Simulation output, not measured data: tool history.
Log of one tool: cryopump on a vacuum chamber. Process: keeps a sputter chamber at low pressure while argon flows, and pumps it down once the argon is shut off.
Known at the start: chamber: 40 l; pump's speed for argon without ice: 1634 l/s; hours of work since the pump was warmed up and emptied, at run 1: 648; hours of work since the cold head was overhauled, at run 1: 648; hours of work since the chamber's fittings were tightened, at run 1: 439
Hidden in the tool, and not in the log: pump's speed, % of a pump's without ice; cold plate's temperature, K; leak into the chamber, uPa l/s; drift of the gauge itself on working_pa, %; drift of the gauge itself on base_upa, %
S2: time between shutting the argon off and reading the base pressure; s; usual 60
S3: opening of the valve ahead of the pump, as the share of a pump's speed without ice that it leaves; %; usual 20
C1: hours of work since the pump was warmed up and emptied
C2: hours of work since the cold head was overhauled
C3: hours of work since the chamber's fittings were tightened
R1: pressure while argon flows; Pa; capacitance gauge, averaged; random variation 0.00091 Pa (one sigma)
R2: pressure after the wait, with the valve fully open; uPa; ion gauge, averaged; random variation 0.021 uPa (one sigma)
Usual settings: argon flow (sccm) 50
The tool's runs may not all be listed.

run 1 day=0.000 | argon_flow_(sccm)=50 S2=60 S3=20 | C1=648 C2=648 C3=439 | R1=0.2654 R2=0.70
run 2 day=1.421 | argon_flow_(sccm)=50 S2=60 S3=20 | C1=661 C2=661 C3=453 | R1=0.2676 R2=0.72
run 3 day=2.429 | argon_flow_(sccm)=50 S2=60 S3=20 | C1=671 C2=671 C3=463 | R1=0.2650 R2=0.72
run 4 day=3.454 | argon_flow_(sccm)=50 S2=60 S3=20 | C1=681 C2=681 C3=473 | R1=0.2653 R2=0.72
run 5 day=4.188 | argon_flow_(sccm)=50 S2=60 S3=46 | C1=688 C2=688 C3=480 | R1=0.1189 R2=0.77
run 6 day=5.058 | argon_flow_(sccm)=50 S2=60 S3=46 | C1=696 C2=696 C3=488 | R1=0.1201 R2=0.73
run 7 day=6.667 | argon_flow_(sccm)=50 S2=60 S3=46 | C1=712 C2=712 C3=503 | R1=0.1190 R2=0.76
run 8 day=8.229 | argon_flow_(sccm)=38 S2=60 S3=46 | C1=727 C2=727 C3=519 | R1=0.0918 R2=0.68
run 9 day=9.196 | argon_flow_(sccm)=38 S2=60 S3=46 | C1=736 C2=736 C3=528 | R1=0.0908 R2=0.76
run 10 day=10.021 | argon_flow_(sccm)=50 S2=60 S3=20 | C1=744 C2=744 C3=536 | R1=0.2662 R2=0.77
run 11 day=10.979 | argon_flow_(sccm)=50 S2=60 S3=20 | C1=753 C2=753 C3=545 | R1=0.2665 R2=0.72
run 12 day=12.042 | argon_flow_(sccm)=50 S2=60 S3=20 | C1=764 C2=764 C3=555 | R1=0.2670 R2=0.79
run 13 day=13.692 | argon_flow_(sccm)=50 S2=60 S3=20 | C1=779 C2=779 C3=571 | R1=0.2690 R2=0.75
run 14 day=15.121 | argon_flow_(sccm)=50 S2=82 S3=20 | C1=793 C2=793 C3=585 | R1=0.2687 R2=0.67
-- day=15.638 pump warmed up, emptied and cooled again
run 15 day=16.396 | argon_flow_(sccm)=50 S2=82 S3=20 | C1=7 C2=803 C3=595 | R1=0.2605 R2=0.64
run 16 day=17.196 | argon_flow_(sccm)=50 S2=60 S3=34 | C1=15 C2=811 C3=603 | R1=0.1527 R2=0.72
run 17 day=18.217 | argon_flow_(sccm)=50 S2=60 S3=20 | C1=25 C2=821 C3=613 | R1=0.2599 R2=0.75
run 18 day=19.312 | argon_flow_(sccm)=29 S2=60 S3=20 | C1=35 C2=832 C3=623 | R1=0.1508 R2=0.70
run 19 day=20.400 | argon_flow_(sccm)=50 S2=181 S3=31 | C1=46 C2=842 C3=634 | R1=0.1679 R2=0.55
run 20 day=21.504 | argon_flow_(sccm)=50 S2=181 S3=28 | C1=56 C2=853 C3=644 | R1=0.1854 R2=0.56
run 21 day=22.729 | argon_flow_(sccm)=50 S2=181 S3=28 | C1=68 C2=864 C3=656 | R1=0.1863 R2=0.49
run 22 day=23.771 | argon_flow_(sccm)=35 S2=31 S3=28 | C1=78 C2=874 C3=666 | R1=0.1316 R2=1.05
run 23 day=25.212 | argon_flow_(sccm)=35 S2=31 S3=28 | C1=92 C2=888 C3=680 | R1=0.1303 R2=1.10
run 24 day=26.712 | argon_flow_(sccm)=35 S2=31 S3=28 | C1=107 C2=903 C3=694 | R1=0.1299 R2=1.07
run 25 day=28.012 | argon_flow_(sccm)=35 S2=31 S3=28 | C1=119 C2=915 C3=707 | R1=0.1305 R2=1.05
run 26 day=29.492 | argon_flow_(sccm)=24 S2=60 S3=36 | C1=133 C2=929 C3=721 | R1=0.0698 R2=0.78
run 27 day=30.288 | argon_flow_(sccm)=50 S2=133 S3=55 | C1=141 C2=937 C3=729 | R1=0.0958 R2=0.61
run 28 day=31.033 | argon_flow_(sccm)=44 S2=24 S3=21 | C1=148 C2=944 C3=736 | R1=0.2183 R2=1.30
run 29 day=32.308 | argon_flow_(sccm)=43 S2=83 S3=20 | C1=160 C2=957 C3=748 | R1=0.2249 R2=0.64
run 30 day=33.650 | argon_flow_(sccm)=50 S2=21 S3=20 | C1=173 C2=969 C3=761 | R1=0.2613 R2=1.43
run 31 day=34.404 | argon_flow_(sccm)=50 S2=21 S3=20 | C1=181 C2=977 C3=768 | R1=0.2593 R2=1.41
run 32 day=35.762 | argon_flow_(sccm)=50 S2=21 S3=20 | C1=194 C2=990 C3=781 | R1=0.2597 R2=1.37
run 33 day=37.512 | argon_flow_(sccm)=50 S2=21 S3=20 | C1=210 C2=1007 C3=798 | R1=0.2620 R2=1.40
run 34 day=38.379 | argon_flow_(sccm)=50 S2=21 S3=20 | C1=219 C2=1015 C3=807 | R1=0.2616 R2=1.45

Forecast each of these 4 alternatives for the next run:
run A day=40.046 | argon_flow_(sccm)=65 S2=225 S3=29 | C1=235 C2=1031 C3=823 | R1=? R2=?
run B day=40.046 | argon_flow_(sccm)=26 S2=81 S3=23 | C1=235 C2=1031 C3=823 | R1=? R2=?
run C day=40.046 | argon_flow_(sccm)=25 S2=192 S3=37 | C1=235 C2=1031 C3=823 | R1=? R2=?
run D day=40.046 | argon_flow_(sccm)=50 S2=60 S3=20 | C1=235 C2=1031 C3=823 | R1=? R2=?

run=A R1=0.2361 R2=0.61
run=B R1=0.1179 R2=0.72
run=C R1=0.0713 R2=0.60
run=D R1=0.2627 R2=0.80
Without the tool's hidden state the same runs would have given:
run=A R1=0.2320 R2=0.31
run=B R1=0.1162 R2=0.42
run=C R1=0.0697 R2=0.29
run=D R1=0.2595 R2=0.51

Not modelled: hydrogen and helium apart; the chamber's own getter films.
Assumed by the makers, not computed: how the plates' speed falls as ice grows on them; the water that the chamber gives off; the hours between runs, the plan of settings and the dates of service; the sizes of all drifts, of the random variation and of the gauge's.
